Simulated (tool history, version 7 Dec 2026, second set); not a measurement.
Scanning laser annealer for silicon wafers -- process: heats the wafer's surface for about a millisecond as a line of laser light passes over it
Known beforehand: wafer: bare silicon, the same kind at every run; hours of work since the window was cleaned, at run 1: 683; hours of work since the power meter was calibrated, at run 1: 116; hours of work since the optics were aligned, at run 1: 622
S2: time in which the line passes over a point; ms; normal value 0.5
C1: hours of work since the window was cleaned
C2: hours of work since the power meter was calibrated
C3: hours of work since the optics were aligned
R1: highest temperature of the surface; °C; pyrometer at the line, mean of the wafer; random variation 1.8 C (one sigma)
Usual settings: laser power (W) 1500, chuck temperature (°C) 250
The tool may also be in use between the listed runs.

{"run": 1, "hour": 0.0, "laser power (W)": 1500, "S2": 0.5, "chuck temperature (°C)": 250, "C1": 683, "C2": 116, "C3": 622, "R1": 1003}
{"run": 2, "hour": 13.2, "laser power (W)": 1500, "S2": 0.5, "chuck temperature (°C)": 213, "C1": 688, "C2": 121, "C3": 628, "R1": 967}
{"run": 3, "hour": 27.8, "laser power (W)": 1500, "S2": 0.5, "chuck temperature (°C)": 251, "C1": 695, "C2": 128, "C3": 634, "R1": 1004}
{"run": 4, "hour": 45.4, "laser power (W)": 1500, "S2": 0.5, "chuck temperature (°C)": 251, "C1": 702, "C2": 135, "C3": 641, "R1": 1003}
{"run": 5, "hour": 66.5, "laser power (W)": 1500, "S2": 0.5, "chuck temperature (°C)": 251, "C1": 711, "C2": 144, "C3": 650, "R1": 1001}
{"run": 6, "hour": 84.7, "laser power (W)": 1500, "S2": 0.5, "chuck temperature (°C)": 251, "C1": 718, "C2": 151, "C3": 657, "R1": 1000}
{"hour": 88.0, "done": "window over the wafer cleaned"}
{"run": 7, "hour": 106.1, "laser power (W)": 1430, "S2": 0.519, "chuck temperature (°C)": 268, "C1": 8, "C2": 159, "C3": 666, "R1": 966}
{"run": 8, "hour": 118.9, "laser power (W)": 1436, "S2": 0.59, "chuck temperature (°C)": 286, "C1": 13, "C2": 164, "C3": 671, "R1": 1031}
{"run": 9, "hour": 136.7, "laser power (W)": 1550, "S2": 0.467, "chuck temperature (°C)": 279, "C1": 20, "C2": 172, "C3": 678, "R1": 1004}
{"hour": 140.0, "done": "window over the wafer cleaned, once more"}
{"run": 10, "hour": 152.2, "laser power (W)": 1500, "S2": 0.422, "chuck temperature (°C)": 246, "C1": 5, "C2": 177, "C3": 684, "R1": 976}
{"run": 11, "hour": 163.9, "laser power (W)": 1491, "S2": 0.484, "chuck temperature (°C)": 257, "C1": 10, "C2": 182, "C3": 689, "R1": 1036}
{"run": 12, "hour": 181.5, "laser power (W)": 1500, "S2": 0.479, "chuck temperature (°C)": 261, "C1": 17, "C2": 190, "C3": 696, "R1": 1040}

Predict each of these 5 candidate next runs independently; none follows another, all start after run 12:
{"run": "A", "hour": 195.9, "laser power (W)": 1612, "S2": 0.479, "chuck temperature (°C)": 261, "C1": 23, "C2": 196, "C3": 702, "R1": "?"}
{"run": "B", "hour": 195.9, "laser power (W)": 1613, "S2": 0.518, "chuck temperature (°C)": 277, "C1": 23, "C2": 196, "C3": 702, "R1": "?"}
{"run": "C", "hour": 195.9, "laser power (W)": 1505, "S2": 0.479, "chuck temperature (°C)": 261, "C1": 23, "C2": 196, "C3": 702, "R1": "?"}
{"run": "D", "hour": 195.9, "laser power (W)": 1515, "S2": 0.359, "chuck temperature (°C)": 250, "C1": 23, "C2": 196, "C3": 702, "R1": "?"}
{"run": "E", "hour": 195.9, "laser power (W)": 1308, "S2": 0.605, "chuck temperature (°C)": 211, "C1": 23, "C2": 196, "C3": 702, "R1": "?"}

run=A R1=1113
run=B R1=1162
run=C R1=1047
run=D R1=936
run=E R1=956
Without the tool's unlogged condition, the same runs would have read:
run=A R1=1131
run=B R1=1181
run=C R1=1063
run=D R1=951
run=E R1=972

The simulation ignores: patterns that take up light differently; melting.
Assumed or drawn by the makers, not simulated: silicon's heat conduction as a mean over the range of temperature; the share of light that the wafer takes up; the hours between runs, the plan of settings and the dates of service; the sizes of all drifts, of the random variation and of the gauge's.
